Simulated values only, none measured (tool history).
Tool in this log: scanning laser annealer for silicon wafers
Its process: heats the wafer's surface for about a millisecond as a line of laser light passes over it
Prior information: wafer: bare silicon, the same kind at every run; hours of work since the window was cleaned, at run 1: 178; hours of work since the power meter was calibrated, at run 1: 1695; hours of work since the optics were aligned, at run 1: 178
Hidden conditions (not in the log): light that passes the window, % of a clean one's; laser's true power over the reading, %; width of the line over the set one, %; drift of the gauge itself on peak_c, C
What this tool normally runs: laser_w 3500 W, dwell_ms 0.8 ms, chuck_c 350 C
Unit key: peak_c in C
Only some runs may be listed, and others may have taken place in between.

run	hour	laser_w	dwell_ms	chuck_c	hours of work since the window was cleaned	hours of work since the power meter was calibrated	hours of work since the optics were aligned	peak_c
1	0	3500	0.8	350	178	1695	178	1170
2	64.1	3500	0.8	350	222	1739	222	1160
3	132.1	3500	0.8	350	268	1785	268	1160
4	204.8	3500	0.8	364	317	1835	317	1168
5	257.2	3500	0.8	364	353	1870	353	1168
6	328.8	3500	0.8	350	402	1919	402	1145
7	384.8	3500	0.8	350	440	1957	440	1143
8	419	3500	0.8	350	463	1981	463	1137
# hour 492.3: window over the wafer cleaned
9	492.3	3500	0.8	350	0	2029	512	1173
10	553.9	3500	0.8	350	42	2071	554	1174
11	598.2	3500	0.8	350	72	2101	584	1168
12	673.8	3500	0.8	350	124	2153	635	1162
13	714.4	3227	0.8	350	151	2180	663	1091
14	774.2	3487	0.8	350	192	2221	704	1156
15	816	3487	0.8	350	220	2249	732	1152
16	881.3	3516	0.8	350	265	2294	776	1152
17	917.3	3516	0.8	350	289	2318	801	1152
18	951.9	3516	0.8	350	313	2342	825	1146
19	994.6	3500	0.8	374	342	2371	854	1169
# hour 1057.6: optics aligned, line set to its width
20	1062.5	3500	0.608	350	385	2414	3	1060
21	1139.3	2989	0.8	324	437	2466	56	994
22	1201	3364	0.607	312	479	2508	98	984
23	1245.2	3500	0.959	350	509	2538	128	1209
# hour 1250.7: window over the wafer cleaned
24	1283.8	3500	0.959	350	23	2563	153	1238
25	1319.4	3500	0.602	385	47	2587	177	1109
26	1389.2	3500	0.561	390	94	2635	224	1089
27	1436.1	3694	0.823	316	126	2667	256	1192
28	1500.8	3500	0.66	328	170	2711	300	1073
29	1552.2	3500	0.734	362	205	2746	335	1139
30	1588	3620	0.979	350	230	2770	360	1264
31	1638.9	3620	0.979	314	264	2805	394	1223
32	1709.2	3777	0.979	353	312	2853	442	1298
33	1747.5	3500	0.567	340	338	2879	468	1022
34	1796.5	3609	0.809	330	372	2912	502	1153
35	1843.6	3609	0.809	330	404	2944	534	1150
36	1905	3225	0.856	330	445	2986	575	1071
37	1966.2	3269	0.8	332	487	3028	617	1057
# hour 2004.7: window over the wafer cleaned
38	2033.7	3107	0.847	347	20	3072	662	1080
39	2100.4	3230	0.95	332	65	3118	707	1135

What if the next run were any one of these 3? Each begins from the tool's condition after run 39:
A	2145.5	3296	0.823	334	96	3148	738	?
B	2145.5	3740	0.95	332	96	3148	738	?
C	2145.5	3320	0.8	350	96	3148	738	?

run	peak_c
A	1099
B	1268
C	1110
With the hidden condition removed and each run's random variation left untouched, the same runs would have given:
run	peak_c
A	1132
B	1308
C	1143
